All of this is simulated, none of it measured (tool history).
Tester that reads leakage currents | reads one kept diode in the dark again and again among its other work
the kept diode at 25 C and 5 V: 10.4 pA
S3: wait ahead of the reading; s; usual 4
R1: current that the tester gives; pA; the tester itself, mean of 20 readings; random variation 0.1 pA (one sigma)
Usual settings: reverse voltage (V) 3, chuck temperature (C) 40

{"run": 1, "hour": 0.0, "reverse voltage (V)": 3, "chuck temperature (C)": 40, "S3": 4, "R1": 33.25}
{"run": 2, "hour": 16.7, "reverse voltage (V)": 3, "chuck temperature (C)": 40, "S3": 4, "R1": 33.15}
{"run": 3, "hour": 42.8, "reverse voltage (V)": 3, "chuck temperature (C)": 40, "S3": 4, "R1": 33.42}
{"run": 4, "hour": 62.4, "reverse voltage (V)": 3, "chuck temperature (C)": 40, "S3": 4, "R1": 33.51}
{"run": 5, "hour": 99.4, "reverse voltage (V)": 3, "chuck temperature (C)": 40, "S3": 4, "R1": 33.76}
{"run": 6, "hour": 123.0, "reverse voltage (V)": 3, "chuck temperature (C)": 40, "S3": 4, "R1": 33.53}
{"run": 7, "hour": 154.2, "reverse voltage (V)": 3, "chuck temperature (C)": 40, "S3": 4, "R1": 33.76}
{"run": 8, "hour": 171.2, "reverse voltage (V)": 3, "chuck temperature (C)": 40, "S3": 4, "R1": 33.8}
{"run": 9, "hour": 204.4, "reverse voltage (V)": 1.45, "chuck temperature (C)": 40, "S3": 4, "R1": 24.28}
{"run": 10, "hour": 224.9, "reverse voltage (V)": 4.37, "chuck temperature (C)": 40, "S3": 4, "R1": 40.33}
{"run": 11, "hour": 258.7, "reverse voltage (V)": 4.37, "chuck temperature (C)": 35, "S3": 4, "R1": 28.26}
{"run": 12, "hour": 276.8, "reverse voltage (V)": 3, "chuck temperature (C)": 40, "S3": 4, "R1": 34.37}
{"run": 13, "hour": 293.8, "reverse voltage (V)": 3, "chuck temperature (C)": 40, "S3": 4, "R1": 34.3}
{"hour": 298.1, "done": "chuck's temperature calibrated"}
{"run": 14, "hour": 313.9, "reverse voltage (V)": 3, "chuck temperature (C)": 40, "S3": 4.79, "R1": 35.01}
{"run": 15, "hour": 335.6, "reverse voltage (V)": 3, "chuck temperature (C)": 40, "S3": 4.79, "R1": 35.53}
{"run": 16, "hour": 353.8, "reverse voltage (V)": 3, "chuck temperature (C)": 40, "S3": 4.79, "R1": 35.54}
{"run": 17, "hour": 390.1, "reverse voltage (V)": 3, "chuck temperature (C)": 40, "S3": 4.79, "R1": 35.39}
{"run": 18, "hour": 418.4, "reverse voltage (V)": 3, "chuck temperature (C)": 40, "S3": 4.79, "R1": 35.5}
{"run": 19, "hour": 452.5, "reverse voltage (V)": 3, "chuck temperature (C)": 40, "S3": 4.79, "R1": 35.78}
{"hour": 476.5, "done": "chuck's temperature calibrated, once more"}
{"run": 20, "hour": 487.0, "reverse voltage (V)": 3, "chuck temperature (C)": 40, "S3": 4.79, "R1": 32.64}
{"run": 21, "hour": 522.7, "reverse voltage (V)": 7.66, "chuck temperature (C)": 38, "S3": 2.2, "R1": 45.5}
{"run": 22, "hour": 560.6, "reverse voltage (V)": 7.66, "chuck temperature (C)": 38, "S3": 2.2, "R1": 45.54}
{"run": 23, "hour": 578.0, "reverse voltage (V)": 7.43, "chuck temperature (C)": 21, "S3": 1.69, "R1": 16.69}
{"run": 24, "hour": 616.6, "reverse voltage (V)": 7.43, "chuck temperature (C)": 21, "S3": 1.69, "R1": 16.8}
{"run": 25, "hour": 637.8, "reverse voltage (V)": 10.98, "chuck temperature (C)": 40, "S3": 4, "R1": 62.8}
{"run": 26, "hour": 666.7, "reverse voltage (V)": 6.25, "chuck temperature (C)": 56, "S3": 4.72, "R1": 141.77}
{"run": 27, "hour": 688.6, "reverse voltage (V)": 5.42, "chuck temperature (C)": 29, "S3": 0.64, "R1": 22.89}
{"hour": 718.7, "done": "probe card cleaned and baked"}
{"run": 28, "hour": 724.4, "reverse voltage (V)": 5.42, "chuck temperature (C)": 29, "S3": 0.64, "R1": 17.86}
{"run": 29, "hour": 747.3, "reverse voltage (V)": 5.42, "chuck temperature (C)": 29, "S3": 2.08, "R1": 16.66}
{"run": 30, "hour": 773.5, "reverse voltage (V)": 3, "chuck temperature (C)": 57, "S3": 0.34, "R1": 110.36}
{"run": 31, "hour": 799.6, "reverse voltage (V)": 3, "chuck temperature (C)": 57, "S3": 0.34, "R1": 110.81}
{"run": 32, "hour": 824.2, "reverse voltage (V)": 1.38, "chuck temperature (C)": 20, "S3": 1.21, "R1": 4.48}
{"run": 33, "hour": 859.8, "reverse voltage (V)": 1.38, "chuck temperature (C)": 20, "S3": 1.21, "R1": 4.53}
{"run": 34, "hour": 886.0, "reverse voltage (V)": 1.38, "chuck temperature (C)": 20, "S3": 1.21, "R1": 4.46}
{"run": 35, "hour": 918.9, "reverse voltage (V)": 2.43, "chuck temperature (C)": 45, "S3": 8.02, "R1": 41.85}

The next listed run, before its measurement:
{"run": 36, "hour": 956.9, "reverse voltage (V)": 3, "chuck temperature (C)": 26, "S3": 2.13, "R1": "?"}

Run 36 gave R1 10.43 pA.
Without the tool's hidden state the same run would have given R1 9.55 pA.
